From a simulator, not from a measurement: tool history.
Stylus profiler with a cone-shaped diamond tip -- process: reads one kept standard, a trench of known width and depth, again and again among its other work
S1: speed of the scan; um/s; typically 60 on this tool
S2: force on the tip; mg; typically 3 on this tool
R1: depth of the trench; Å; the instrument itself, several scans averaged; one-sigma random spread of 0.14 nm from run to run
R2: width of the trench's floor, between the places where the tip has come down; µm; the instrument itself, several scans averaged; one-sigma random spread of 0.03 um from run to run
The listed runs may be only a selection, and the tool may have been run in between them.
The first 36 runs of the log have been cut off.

Run 37, hour 558.8: usual settings but S1 98 um/s, S2 6.31 mg. Result: R1 10171.6 Å, R2 11.68 µm.
Run 38, hour 580.2: usual settings but S1 22 um/s, S2 6.11 mg. Result: R1 10167.6 Å, R2 11.84 µm.
Run 39, hour 597.1: usual settings but S1 143 um/s, S2 5.57 mg. Result: R1 10157.3 Å, R2 11.51 µm.
Run 40, hour 610.2: usual settings but S1 143 um/s, S2 5.57 mg. Result: R1 10157.8 Å, R2 11.46 µm.
Run 41, hour 623.8: usual settings but S1 122 um/s. Result: R1 10102 Å, R2 11.43 µm.
Run 42, hour 644.6: usual settings but S1 122 um/s. Result: R1 10100.9 Å, R2 11.39 µm.
Run 43, hour 659.9: usual settings but S1 122 um/s. Result: R1 10102.1 Å, R2 11.38 µm.
Run 44, hour 677: usual settings but S1 70 um/s, S2 1.35 mg. Result: R1 10058.5 Å, R2 11.39 µm.
Run 45, hour 687.2: usual settings but S1 70 um/s, S2 1.35 mg. Result: R1 10056.4 Å, R2 11.42 µm.
Run 46, hour 703.6: usual settings but S1 70 um/s, S2 1.35 mg. Result: R1 10055.5 Å, R2 11.39 µm.

Each row is a separate what-if for the run after 46, all from the same tool condition, not one after another. Results?
Run A, hour 722.5: usual settings but S1 25 um/s, S2 1.35 mg. Result: R1 ?, R2 ?.
Run B, hour 722.5: usual settings but S1 96 um/s, S2 1.46 mg. Result: R1 ?, R2 ?.
Run C, hour 722.5: usual settings but S1 139 um/s, S2 7.98 mg. Result: R1 ?, R2 ?.
Run D, hour 722.5: usual settings but S1 52 um/s, S2 2.46 mg. Result: R1 ?, R2 ?.

run       R1     R2
  A  10059.5  11.59
  B  10060.6  11.28
  C  10200.2  11.39
  D  10085.4  11.53
The same runs, with their run-to-run variation unchanged, on a tool lacking any hidden condition would have given:
run       R1     R2
  A  10067.3  13.86
  B  10068.3  13.55
  C  10208.1  13.66
  D  10093.2   13.8
